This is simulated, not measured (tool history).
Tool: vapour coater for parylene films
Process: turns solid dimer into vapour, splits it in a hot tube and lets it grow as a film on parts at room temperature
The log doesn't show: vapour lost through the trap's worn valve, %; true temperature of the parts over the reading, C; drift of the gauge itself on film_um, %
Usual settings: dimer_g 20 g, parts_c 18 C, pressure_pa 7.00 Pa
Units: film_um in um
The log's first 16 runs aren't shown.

| run | hour | dimer_g | parts_c | pressure_pa | hours of work since the trap's valve was overhauled | hours of work since the table's thermometer was calibrated | film_um |
|---|---|---|---|---|---|---|---|
| 17 | 565.4 | 11 | 12 | 7.00 | 156 | 848 | 7.31 |
| 18 | 595.6 | 24 | 12 | 7.00 | 173 | 865 | 15.90 |
|  | 605.7 | table's thermometer calibrated |
| 19 | 622.2 | 24 | 12 | 7.00 | 188 | 10 | 16.78 |
| 20 | 660.2 | 24 | 12 | 7.00 | 210 | 32 | 16.73 |
| 21 | 680.8 | 24 | 12 | 7.00 | 222 | 44 | 16.49 |
| 22 | 715.9 | 11 | 13 | 7.00 | 242 | 64 | 7.27 |
| 23 | 743.3 | 13 | 20 | 7.97 | 258 | 80 | 6.27 |
| 24 | 774.1 | 20 | 28 | 7.00 | 276 | 98 | 6.75 |
| 25 | 804.7 | 20 | 18 | 10.56 | 294 | 115 | 10.40 |
| 26 | 834.6 | 12 | 15 | 7.00 | 311 | 133 | 7.09 |
| 27 | 861.9 | 35 | 21 | 3.33 | 327 | 149 | 16.68 |
| 28 | 889.0 | 18 | 13 | 4.98 | 343 | 164 | 11.61 |
| 29 | 918.5 | 16 | 20 | 4.97 | 360 | 182 | 7.67 |
| 30 | 943.6 | 20 | 12 | 7.00 | 375 | 196 | 13.03 |
| 31 | 972.2 | 20 | 12 | 7.00 | 391 | 213 | 13.06 |
| 32 | 999.5 | 35 | 12 | 6.38 | 407 | 229 | 22.70 |
| 33 | 1025.1 | 23 | 10 | 6.38 | 422 | 243 | 16.30 |
| 34 | 1057.8 | 19 | 27 | 6.07 | 441 | 262 | 6.46 |
| 35 | 1100.0 | 19 | 27 | 6.07 | 465 | 287 | 6.37 |
| 36 | 1142.2 | 19 | 27 | 6.07 | 490 | 311 | 6.26 |
| 37 | 1176.6 | 19 | 27 | 6.07 | 510 | 331 | 6.28 |
|  | 1198.4 | trap's valve overhauled |
| 38 | 1206.1 | 9 | 24 | 3.62 | 4 | 346 | 4.09 |
| 39 | 1240.9 | 9 | 24 | 3.62 | 25 | 366 | 4.04 |
| 40 | 1270.0 | 8 | 18 | 5.94 | 42 | 383 | 4.52 |

Forecast each of these 3 alternatives for the next run:
| A | 1300.1 | 11 | 17 | 2.17 | 59 | 401 | ? |
| B | 1300.1 | 20 | 15 | 4.26 | 59 | 401 | ? |
| C | 1300.1 | 20 | 12 | 2.79 | 59 | 401 | ? |

| run | film_um |
|---|---|
| A | 6.78 |
| B | 12.98 |
| C | 14.97 |
Without the tool's hidden state the same runs would have given:
| run | film_um |
|---|---|
| A | 7.14 |
| B | 13.66 |
| C | 15.75 |

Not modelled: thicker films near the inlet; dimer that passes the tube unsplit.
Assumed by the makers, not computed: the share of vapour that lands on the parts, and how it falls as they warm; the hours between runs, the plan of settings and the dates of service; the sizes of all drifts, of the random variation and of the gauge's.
